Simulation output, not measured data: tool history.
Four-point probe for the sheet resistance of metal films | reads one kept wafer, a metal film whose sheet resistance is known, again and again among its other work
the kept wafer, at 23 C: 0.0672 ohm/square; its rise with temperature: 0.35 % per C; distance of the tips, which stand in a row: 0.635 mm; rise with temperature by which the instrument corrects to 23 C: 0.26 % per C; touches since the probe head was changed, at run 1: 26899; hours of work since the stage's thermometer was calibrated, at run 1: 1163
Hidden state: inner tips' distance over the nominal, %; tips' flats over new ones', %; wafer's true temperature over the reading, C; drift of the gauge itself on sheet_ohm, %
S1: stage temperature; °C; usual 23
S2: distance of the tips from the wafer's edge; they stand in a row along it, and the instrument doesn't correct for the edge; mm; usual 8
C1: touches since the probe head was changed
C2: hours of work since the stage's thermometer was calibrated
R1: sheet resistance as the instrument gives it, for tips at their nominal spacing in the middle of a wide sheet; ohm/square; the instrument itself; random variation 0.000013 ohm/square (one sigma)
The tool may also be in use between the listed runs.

{"run": 1, "hour": 0.0, "S1": 23, "S2": 8, "C1": 26899, "C2": 1163, "R1": 0.067625}
{"run": 2, "hour": 59.5, "S1": 23, "S2": 8, "C1": 28409, "C2": 1206, "R1": 0.067609}
{"run": 3, "hour": 145.8, "S1": 23, "S2": 8, "C1": 30603, "C2": 1269, "R1": 0.067617}
{"run": 4, "hour": 204.2, "S1": 23, "S2": 8, "C1": 32087, "C2": 1312, "R1": 0.067632}
{"run": 5, "hour": 275.8, "S1": 23, "S2": 8, "C1": 33905, "C2": 1364, "R1": 0.067643}
{"run": 6, "hour": 381.0, "S1": 23, "S2": 8, "C1": 36576, "C2": 1441, "R1": 0.067652}
{"run": 7, "hour": 452.5, "S1": 23, "S2": 8, "C1": 38393, "C2": 1493, "R1": 0.067625}
{"run": 8, "hour": 549.7, "S1": 23, "S2": 8, "C1": 40862, "C2": 1563, "R1": 0.067638}
{"run": 9, "hour": 675.8, "S1": 23, "S2": 8, "C1": 44064, "C2": 1655, "R1": 0.067655}
{"run": 10, "hour": 778.0, "S1": 23, "S2": 8, "C1": 46660, "C2": 1730, "R1": 0.067649}
{"hour": 786.1, "done": "stage's thermometer calibrated"}
{"run": 11, "hour": 877.7, "S1": 23, "S2": 8, "C1": 49180, "C2": 67, "R1": 0.067596}
{"run": 12, "hour": 991.2, "S1": 22, "S2": 5, "C1": 52062, "C2": 149, "R1": 0.067897}
{"run": 13, "hour": 1080.6, "S1": 32, "S2": 32, "C1": 54334, "C2": 214, "R1": 0.067898}
{"run": 14, "hour": 1143.3, "S1": 32, "S2": 32, "C1": 55928, "C2": 260, "R1": 0.067887}
{"run": 15, "hour": 1232.5, "S1": 32, "S2": 32, "C1": 58192, "C2": 325, "R1": 0.067904}
{"run": 16, "hour": 1341.1, "S1": 32, "S2": 32, "C1": 60950, "C2": 404, "R1": 0.067933}
{"hour": 1464.6, "done": "stage's thermometer calibrated, once more"}
{"run": 17, "hour": 1466.8, "S1": 32, "S2": 32, "C1": 64132, "C2": 2, "R1": 0.068135}
{"run": 18, "hour": 1546.0, "S1": 22, "S2": 9, "C1": 66144, "C2": 59, "R1": 0.067726}
{"run": 19, "hour": 1636.4, "S1": 22, "S2": 9, "C1": 68438, "C2": 125, "R1": 0.067715}
{"run": 20, "hour": 1713.7, "S1": 24, "S2": 30, "C1": 70402, "C2": 181, "R1": 0.067664}
{"run": 21, "hour": 1835.2, "S1": 18, "S2": 4, "C1": 73488, "C2": 270, "R1": 0.068193}

Measured less the same run without the tool's hidden state. The same run-to-run variation is in both; the gauge's scatter may not be:
run=1 R1=+0.000188
run=2 R1=+0.000191
run=3 R1=+0.000196
run=4 R1=+0.000198
run=5 R1=+0.000201
run=6 R1=+0.000206
run=7 R1=+0.000208
run=8 R1=+0.000214
run=9 R1=+0.000217
run=10 R1=+0.000222
run=11 R1=+0.000165
run=12 R1=+0.000172
run=13 R1=+0.000181
run=14 R1=+0.000184
run=15 R1=+0.000188
run=16 R1=+0.000193
run=17 R1=+0.000396
run=18 R1=+0.000397
run=19 R1=+0.0004
run=20 R1=+0.000404
run=21 R1=+0.000413

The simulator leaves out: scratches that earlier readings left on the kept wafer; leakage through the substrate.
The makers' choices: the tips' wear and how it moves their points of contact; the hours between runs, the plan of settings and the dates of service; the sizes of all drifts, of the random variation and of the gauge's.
